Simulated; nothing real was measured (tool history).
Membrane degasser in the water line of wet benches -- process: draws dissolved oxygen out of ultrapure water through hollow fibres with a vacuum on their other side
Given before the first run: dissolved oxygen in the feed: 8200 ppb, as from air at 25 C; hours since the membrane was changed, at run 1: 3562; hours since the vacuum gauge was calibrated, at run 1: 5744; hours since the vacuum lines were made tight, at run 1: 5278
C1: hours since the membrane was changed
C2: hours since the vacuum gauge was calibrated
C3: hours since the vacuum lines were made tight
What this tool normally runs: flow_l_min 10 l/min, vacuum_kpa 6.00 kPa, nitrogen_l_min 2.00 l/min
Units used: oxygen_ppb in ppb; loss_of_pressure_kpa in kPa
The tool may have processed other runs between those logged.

Run 1, hour 0.0: usual settings; C1 3562; C2 5744; C3 5278. Result: oxygen_ppb 39.7 ppb, loss_of_pressure_kpa 55.45 kPa.
Run 2, hour 54.9: usual settings; C1 3617; C2 5799; C3 5333. Result: oxygen_ppb 39.6 ppb, loss_of_pressure_kpa 55.55 kPa.
Run 3, hour 92.8: usual settings but flow_l_min 9 l/min; C1 3655; C2 5837; C3 5371. Result: oxygen_ppb 35.8 ppb, loss_of_pressure_kpa 50.40 kPa.
Run 4, hour 167.7: usual settings but flow_l_min 9 l/min; C1 3730; C2 5912; C3 5446. Result: oxygen_ppb 34.7 ppb, loss_of_pressure_kpa 50.35 kPa.
Run 5, hour 208.7: usual settings; C1 3771; C2 5953; C3 5487. Result: oxygen_ppb 40.7 ppb, loss_of_pressure_kpa 56.04 kPa.
Run 6, hour 275.0: usual settings but nitrogen_l_min 0.86 l/min; C1 3837; C2 6019; C3 5553. Result: oxygen_ppb 85.2 ppb, loss_of_pressure_kpa 55.97 kPa.
Run 7, hour 346.6: usual settings but vacuum_kpa 8.66 kPa; C1 3909; C2 6091; C3 5624. Result: oxygen_ppb 73.0 ppb, loss_of_pressure_kpa 55.98 kPa.
Run 8, hour 408.4: usual settings but vacuum_kpa 4.30 kPa; C1 3970; C2 6153; C3 5686. Result: oxygen_ppb 18.0 ppb, loss_of_pressure_kpa 56.06 kPa.
Run 9, hour 455.5: usual settings but vacuum_kpa 4.30 kPa; C1 4017; C2 6200; C3 5733. Result: oxygen_ppb 18.4 ppb, loss_of_pressure_kpa 55.65 kPa.
At hour 508.1: seals of the vacuum lines changed.
Run 10, hour 508.1: usual settings but vacuum_kpa 4.30 kPa; C1 4068; C2 6250; C3 0. Result: oxygen_ppb 18.0 ppb, loss_of_pressure_kpa 55.83 kPa.
Run 11, hour 589.5: usual settings; C1 4150; C2 6332; C3 81. Result: oxygen_ppb 39.6 ppb, loss_of_pressure_kpa 55.78 kPa.
Run 12, hour 676.6: usual settings but nitrogen_l_min 2.82 l/min; C1 4237; C2 6419; C3 168. Result: oxygen_ppb 28.2 ppb, loss_of_pressure_kpa 56.57 kPa.
Run 13, hour 737.2: usual settings but nitrogen_l_min 2.82 l/min; C1 4297; C2 6479; C3 229. Result: oxygen_ppb 28.5 ppb, loss_of_pressure_kpa 55.64 kPa.
Run 14, hour 811.8: usual settings; C1 4372; C2 6554; C3 304. Result: oxygen_ppb 39.3 ppb, loss_of_pressure_kpa 56.12 kPa.
Run 15, hour 875.4: usual settings; C1 4435; C2 6618; C3 367. Result: oxygen_ppb 38.6 ppb, loss_of_pressure_kpa 56.11 kPa.
Run 16, hour 918.4: usual settings; C1 4478; C2 6661; C3 410. Result: oxygen_ppb 38.6 ppb, loss_of_pressure_kpa 56.31 kPa.
Run 17, hour 1003.1: usual settings but flow_l_min 8 l/min, vacuum_kpa 7.68 kPa, nitrogen_l_min 2.27 l/min; C1 4563; C2 6745; C3 495. Result: oxygen_ppb 41.4 ppb, loss_of_pressure_kpa 44.67 kPa.
Run 18, hour 1060.6: usual settings but flow_l_min 7 l/min, vacuum_kpa 3.93 kPa, nitrogen_l_min 2.27 l/min; C1 4621; C2 6803; C3 553. Result: oxygen_ppb 7.0 ppb, loss_of_pressure_kpa 39.57 kPa.
Run 19, hour 1109.4: usual settings but flow_l_min 16 l/min, vacuum_kpa 5.05 kPa, nitrogen_l_min 1.66 l/min; C1 4669; C2 6852; C3 601. Result: oxygen_ppb 67.2 ppb, loss_of_pressure_kpa 89.84 kPa.
Run 20, hour 1179.3: usual settings but flow_l_min 13 l/min; C1 4739; C2 6921; C3 671. Result: oxygen_ppb 56.3 ppb, loss_of_pressure_kpa 73.01 kPa.
Run 21, hour 1256.5: usual settings but flow_l_min 13 l/min, vacuum_kpa 9.95 kPa, nitrogen_l_min 1.87 l/min; C1 4817; C2 6999; C3 748. Result: oxygen_ppb 125.4 ppb, loss_of_pressure_kpa 73.05 kPa.
Run 22, hour 1302.6: usual settings but flow_l_min 13 l/min, vacuum_kpa 9.95 kPa, nitrogen_l_min 1.87 l/min; C1 4863; C2 7045; C3 795. Result: oxygen_ppb 126.2 ppb, loss_of_pressure_kpa 73.40 kPa.
Run 23, hour 1339.3: usual settings but flow_l_min 15 l/min, vacuum_kpa 12.74 kPa, nitrogen_l_min 3.11 l/min; C1 4899; C2 7081; C3 831. Result: oxygen_ppb 129.7 ppb, loss_of_pressure_kpa 84.29 kPa.
Run 24, hour 1402.8: usual settings but flow_l_min 7 l/min, vacuum_kpa 14.13 kPa; C1 4963; C2 7145; C3 895. Result: oxygen_ppb 95.2 ppb, loss_of_pressure_kpa 39.33 kPa.
Run 25, hour 1478.0: usual settings but flow_l_min 7 l/min, vacuum_kpa 14.13 kPa; C1 5038; C2 7220; C3 970. Result: oxygen_ppb 95.2 ppb, loss_of_pressure_kpa 39.55 kPa.
Run 26, hour 1548.8: usual settings; C1 5109; C2 7291; C3 1041. Result: oxygen_ppb 38.9 ppb, loss_of_pressure_kpa 56.44 kPa.
Run 27, hour 1620.7: usual settings but vacuum_kpa 4.83 kPa, nitrogen_l_min 1.87 l/min; C1 5181; C2 7363; C3 1113. Result: oxygen_ppb 26.3 ppb, loss_of_pressure_kpa 55.99 kPa.
Run 28, hour 1704.9: usual settings but flow_l_min 8 l/min, vacuum_kpa 10.25 kPa, nitrogen_l_min 5.23 l/min; C1 5265; C2 7447; C3 1197. Result: oxygen_ppb 28.7 ppb, loss_of_pressure_kpa 45.44 kPa.
Run 29, hour 1786.6: usual settings but flow_l_min 8 l/min, vacuum_kpa 10.25 kPa, nitrogen_l_min 5.23 l/min; C1 5347; C2 7529; C3 1279. Result: oxygen_ppb 28.8 ppb, loss_of_pressure_kpa 45.35 kPa.
Run 30, hour 1863.8: usual settings but flow_l_min 8 l/min, vacuum_kpa 10.25 kPa, nitrogen_l_min 5.23 l/min; C1 5424; C2 7606; C3 1356. Result: oxygen_ppb 28.5 ppb, loss_of_pressure_kpa 45.34 kPa.
Run 31, hour 1921.0: usual settings but flow_l_min 8 l/min, vacuum_kpa 10.25 kPa, nitrogen_l_min 5.23 l/min; C1 5481; C2 7663; C3 1413. Result: oxygen_ppb 29.0 ppb, loss_of_pressure_kpa 45.37 kPa.
Run 32, hour 1994.4: usual settings but flow_l_min 7 l/min, vacuum_kpa 7.69 kPa; C1 5554; C2 7737; C3 1486. Result: oxygen_ppb 41.2 ppb, loss_of_pressure_kpa 39.74 kPa.

Same runs, no hidden state in the tool, same run-to-run variation:
Hidden state at play: membrane still open, %; true pressure behind the membrane over the reading, kPa; air that leaks in behind the membrane, l/min; drift of the gauge itself on oxygen_ppb, %; drift of the gauge itself on loss_of_pressure_kpa, %.
run  oxygen_ppb  loss_of_pressure_kpa
  1        36.7                 54.28
  2        36.6                 54.35
  3        33.0                 49.31
  4        31.9                 49.23
  5        37.5                 54.78
  6        79.3                 54.69
  7        68.8                 54.67
  8        15.5                 54.73
  9        15.9                 54.31
 10        15.9                 54.48
 11        37.5                 54.39
 12        26.5                 55.14
 13        26.8                 54.20
 14        37.1                 54.64
 15        36.4                 54.61
 16        36.3                 54.80
 17        39.9                 43.44
 18         5.8                 38.47
 19        60.6                 87.31
 20        52.2                 70.92
 21       121.0                 70.92
 22       121.7                 71.24
 23       124.8                 81.80
 24        93.3                 38.15
 25        93.1                 38.35
 26        36.3                 54.70
 27        23.6                 54.22
 28        27.7                 44.00
 29        27.7                 43.88
 30        27.4                 43.86
 31        27.9                 43.86
 32        39.2                 38.41
